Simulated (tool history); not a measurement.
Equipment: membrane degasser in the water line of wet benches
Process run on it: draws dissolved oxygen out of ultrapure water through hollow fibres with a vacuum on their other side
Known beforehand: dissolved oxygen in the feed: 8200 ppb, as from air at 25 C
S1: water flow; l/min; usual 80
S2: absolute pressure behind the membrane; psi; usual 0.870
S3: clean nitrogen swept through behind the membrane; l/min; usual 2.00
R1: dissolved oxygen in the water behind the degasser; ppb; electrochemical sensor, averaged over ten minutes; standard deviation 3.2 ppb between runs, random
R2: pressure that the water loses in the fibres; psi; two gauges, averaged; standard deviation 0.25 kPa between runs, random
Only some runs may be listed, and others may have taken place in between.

{"run": 1, "hour": 0.0, "S1": 80, "S2": 0.87, "S3": 2.0, "R1": 323.9, "R2": 9.839}
{"run": 2, "hour": 154.1, "S1": 80, "S2": 0.87, "S3": 2.0, "R1": 323.7, "R2": 9.825}
{"run": 3, "hour": 350.1, "S1": 80, "S2": 0.87, "S3": 2.0, "R1": 323.2, "R2": 9.796}
{"run": 4, "hour": 542.1, "S1": 80, "S2": 0.87, "S3": 2.0, "R1": 324.7, "R2": 9.823}
{"run": 5, "hour": 755.8, "S1": 80, "S2": 0.87, "S3": 2.0, "R1": 321.9, "R2": 9.818}
{"run": 6, "hour": 898.6, "S1": 80, "S2": 2.049, "S3": 2.0, "R1": 894.9, "R2": 9.803}
{"run": 7, "hour": 1047.5, "S1": 80, "S2": 2.049, "S3": 2.0, "R1": 900.6, "R2": 9.823}
{"run": 8, "hour": 1260.0, "S1": 80, "S2": 0.87, "S3": 2.0, "R1": 323.8, "R2": 9.85}
{"run": 9, "hour": 1487.1, "S1": 80, "S2": 0.87, "S3": 2.0, "R1": 323.2, "R2": 9.906}
{"run": 10, "hour": 1682.7, "S1": 80, "S2": 0.87, "S3": 2.0, "R1": 319.6, "R2": 9.896}
{"run": 11, "hour": 1865.4, "S1": 80, "S2": 0.87, "S3": 2.0, "R1": 319.9, "R2": 9.851}
{"run": 12, "hour": 2000.5, "S1": 80, "S2": 0.87, "S3": 2.0, "R1": 321.3, "R2": 9.835}
{"run": 13, "hour": 2146.7, "S1": 80, "S2": 1.005, "S3": 1.41, "R1": 469.5, "R2": 9.916}
{"hour": 2245.9, "done": "seals of the vacuum lines changed"}
{"run": 14, "hour": 2262.7, "S1": 80, "S2": 1.005, "S3": 1.41, "R1": 474.7, "R2": 9.889}
{"run": 15, "hour": 2429.3, "S1": 81, "S2": 0.87, "S3": 5.76, "R1": 202.9, "R2": 10.05}
{"run": 16, "hour": 2659.7, "S1": 76, "S2": 1.456, "S3": 2.0, "R1": 581.4, "R2": 9.419}
{"run": 17, "hour": 2851.8, "S1": 108, "S2": 0.87, "S3": 2.0, "R1": 553.8, "R2": 13.475}
{"run": 18, "hour": 3013.2, "S1": 108, "S2": 0.745, "S3": 0.98, "R1": 586.7, "R2": 13.416}
{"run": 19, "hour": 3223.2, "S1": 108, "S2": 0.745, "S3": 0.98, "R1": 580.8, "R2": 13.417}
{"run": 20, "hour": 3487.0, "S1": 108, "S2": 0.745, "S3": 0.98, "R1": 591.7, "R2": 13.49}
{"run": 21, "hour": 3692.7, "S1": 56, "S2": 1.833, "S3": 2.0, "R1": 554.2, "R2": 6.944}
{"run": 22, "hour": 3845.9, "S1": 56, "S2": 1.833, "S3": 2.0, "R1": 561.0, "R2": 6.955}
{"run": 23, "hour": 4063.0, "S1": 70, "S2": 1.076, "S3": 3.31, "R1": 252.8, "R2": 8.731}
{"run": 24, "hour": 4180.9, "S1": 80, "S2": 0.975, "S3": 1.2, "R1": 499.9, "R2": 10.04}

Here are 3 independent what-if runs from the current tool condition. What would each one return?
{"hour": 4270.5, "done": "gauge calibrated"}
{"run": "A", "hour": 4334.4, "S1": 80, "S2": 0.87, "S3": 1.27, "R1": "?", "R2": "?"}
{"hour": 4270.5, "done": "gauge calibrated"}
{"run": "B", "hour": 4334.4, "S1": 80, "S2": 1.781, "S3": 1.2, "R1": "?", "R2": "?"}
{"hour": 4270.5, "done": "gauge calibrated"}
{"run": "C", "hour": 4334.4, "S1": 100, "S2": 0.975, "S3": 1.2, "R1": "?", "R2": "?"}

run=A R1=408.4 R2=9.818
run=B R1=1053.3 R2=9.841
run=C R1=671.5 R2=12.288
With the hidden condition removed and each run's random variation left untouched, the same runs would have given:
run=A R1=407.9 R2=9.810
run=B R1=1052.9 R2=9.834
run=C R1=670.9 R2=12.277
